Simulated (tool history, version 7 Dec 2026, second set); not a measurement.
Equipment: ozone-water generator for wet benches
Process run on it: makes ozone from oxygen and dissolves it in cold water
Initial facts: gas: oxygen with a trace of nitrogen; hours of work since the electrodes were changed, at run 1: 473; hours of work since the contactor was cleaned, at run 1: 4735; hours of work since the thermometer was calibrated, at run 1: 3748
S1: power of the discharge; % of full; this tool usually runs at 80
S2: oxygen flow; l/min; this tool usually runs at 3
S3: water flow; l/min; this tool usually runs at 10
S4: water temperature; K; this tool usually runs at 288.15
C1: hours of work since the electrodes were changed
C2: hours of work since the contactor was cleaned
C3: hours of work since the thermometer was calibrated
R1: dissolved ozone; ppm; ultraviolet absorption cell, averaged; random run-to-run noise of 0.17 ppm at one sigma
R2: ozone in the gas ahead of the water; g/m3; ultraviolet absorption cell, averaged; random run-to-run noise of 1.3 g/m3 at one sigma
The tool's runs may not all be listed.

run   hour  S1    S2  S3      S4    C1    C2    C3    R1     R2
  1      0  80     3  10  288.15   473  4735  3748  21.2  238.2
  2   46.5  80     3  10  288.15   508  4770  3783  21.4  239.5
  3   83.3  80     3  10  288.15   535  4797  3810  21.2  238.4
  4  115.2  80     3  10  288.15   559  4821  3834  21.1  241.4
     180.4  -- water thermometer calibrated
  5  180.4  80     3  10  288.15   607  4870     0  21.1  237.1
  6  222.3  80     3  10  288.15   639  4901    31  20.8  238.8
  7  255.4  80     3  10  288.15   663  4925    56  21.3  238.4
  8  322.2  80     3  10  288.15   713  4975   106  20.9  237.9
  9  367.7  80     3  10  288.15   747  5009   140  20.8  238.7
 10  401.7  80     3  10  288.15   773  5035   165    21  235.7
 11  456.9  80  4.78  10  288.15   814  5076   207  21.9  199.2
 12  527.1  44  4.78  10  288.15   866  5128   259  15.2  138.5
 13  562.2  44  4.78  10  288.15   892  5155   285  15.2  139.7
 14  620.5  44  4.78  10  288.15   936  5198   329  15.2  138.4
 15  677.4  44  4.78  10  288.15   978  5241   371  15.2  139.5
 16  709.6  44  4.78  10  288.15  1003  5265   395  15.3    139
 17  784.4  44  2.05  11  288.15  1058  5321   451  12.4  193.5
 18  841.7  44  2.05  11  288.15  1101  5363   494  12.5    192

Forecast run 19:
 19  872.1  42  3.38  12  288.15  1124  5386  517   ?   ?

R1: 12.5 ppm
R2: 152.4 g/m3
Take away the tool's hidden state, keep the run-to-run variation as it was, and the same run would have given R1 13.9 ppm, R2 155.2 g/m3.
